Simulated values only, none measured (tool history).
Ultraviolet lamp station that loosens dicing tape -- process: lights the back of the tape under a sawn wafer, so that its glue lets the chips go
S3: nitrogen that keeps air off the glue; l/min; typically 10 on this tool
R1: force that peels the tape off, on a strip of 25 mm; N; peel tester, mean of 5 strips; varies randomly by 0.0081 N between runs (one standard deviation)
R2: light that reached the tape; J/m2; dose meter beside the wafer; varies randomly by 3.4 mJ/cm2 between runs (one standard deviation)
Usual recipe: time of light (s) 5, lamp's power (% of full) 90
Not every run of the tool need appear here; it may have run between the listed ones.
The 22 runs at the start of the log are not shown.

Run 23, hour 328.5: usual settings but lamp's power (% of full) 62, S3 5 l/min. Result: R1 1.799 N, R2 2550 J/m2.
At hour 338.1: window cleaned of glue's vapour, once more.
Run 24, hour 342.0: usual settings but lamp's power (% of full) 62, S3 5 l/min. Result: R1 1.653 N, R2 2750 J/m2.
Run 25, hour 363.2: usual settings but lamp's power (% of full) 62, S3 5 l/min. Result: R1 1.740 N, R2 2680 J/m2.
Run 26, hour 382.2: usual settings but lamp's power (% of full) 62, S3 5 l/min. Result: R1 1.728 N, R2 2720 J/m2.
Run 27, hour 391.2: usual settings but lamp's power (% of full) 89, S3 6 l/min. Result: R1 0.913 N, R2 3820 J/m2.
Run 28, hour 405.9: usual settings but time of light (s) 3, lamp's power (% of full) 89, S3 8 l/min. Result: R1 1.802 N, R2 2290 J/m2.
Run 29, hour 420.6: usual settings but lamp's power (% of full) 71, S3 12 l/min. Result: R1 1.048 N, R2 3020 J/m2.
Run 30, hour 433.0: usual settings but lamp's power (% of full) 71, S3 8 l/min. Result: R1 1.251 N, R2 3020 J/m2.
Run 31, hour 450.8: usual settings but S3 9 l/min. Result: R1 0.759 N, R2 3710 J/m2.
Run 32, hour 471.3: usual settings but lamp's power (% of full) 96. Result: R1 0.654 N, R2 3940 J/m2.
Run 33, hour 482.5: usual settings but time of light (s) 3, lamp's power (% of full) 75, S3 16 l/min. Result: R1 1.901 N, R2 1850 J/m2.
Run 34, hour 498.5: usual settings but time of light (s) 3, lamp's power (% of full) 80, S3 11 l/min. Result: R1 1.984 N, R2 1960 J/m2.
Run 35, hour 510.0: usual settings but time of light (s) 3, lamp's power (% of full) 80, S3 11 l/min. Result: R1 2.055 N, R2 1940 J/m2.
Run 36, hour 530.9: usual settings but time of light (s) 6, S3 18 l/min. Result: R1 0.400 N, R2 4310 J/m2.
Run 37, hour 550.4: usual settings but lamp's power (% of full) 63, S3 8 l/min. Result: R1 1.676 N, R2 2500 J/m2.
Run 38, hour 564.2: usual settings but lamp's power (% of full) 63, S3 8 l/min. Result: R1 1.618 N, R2 2470 J/m2.
Run 39, hour 575.4: usual settings but lamp's power (% of full) 62, S3 7 l/min. Result: R1 1.720 N, R2 2350 J/m2.
Run 40, hour 584.9: usual settings but lamp's power (% of full) 68, S3 7 l/min. Result: R1 1.632 N, R2 2660 J/m2.
Run 41, hour 599.0: usual settings but time of light (s) 3, lamp's power (% of full) 61. Result: R1 2.618 N, R2 1430 J/m2.
Run 42, hour 614.0: usual settings but time of light (s) 3, lamp's power (% of full) 77, S3 18 l/min. Result: R1 2.034 N, R2 1810 J/m2.
Run 43, hour 629.8: usual settings but time of light (s) 2, lamp's power (% of full) 74, S3 18 l/min. Result: R1 3.229 N, R2 1070 J/m2.
Run 44, hour 640.8: usual settings but time of light (s) 2, lamp's power (% of full) 72. Result: R1 3.406 N, R2 1120 J/m2.

Each row is a separate what-if for the run after 44, all from the same tool condition, not one after another. Results?
Run A, hour 661.7: usual settings but time of light (s) 3, lamp's power (% of full) 75, S3 14 l/min. Result: R1 ?, R2 ?.
Run B, hour 661.7: usual settings but lamp's power (% of full) 99. Result: R1 ?, R2 ?.
Run C, hour 661.7: usual settings but time of light (s) 2, S3 7 l/min. Result: R1 ?, R2 ?.

run     R1    R2
  A  2.163  1650
  B  0.770  3720
  C  3.135  1320
Had the tool no hidden state, the same runs would have come out as:
run     R1    R2
  A  1.057  2780
  B  0.262  6230
  C  1.895  2220

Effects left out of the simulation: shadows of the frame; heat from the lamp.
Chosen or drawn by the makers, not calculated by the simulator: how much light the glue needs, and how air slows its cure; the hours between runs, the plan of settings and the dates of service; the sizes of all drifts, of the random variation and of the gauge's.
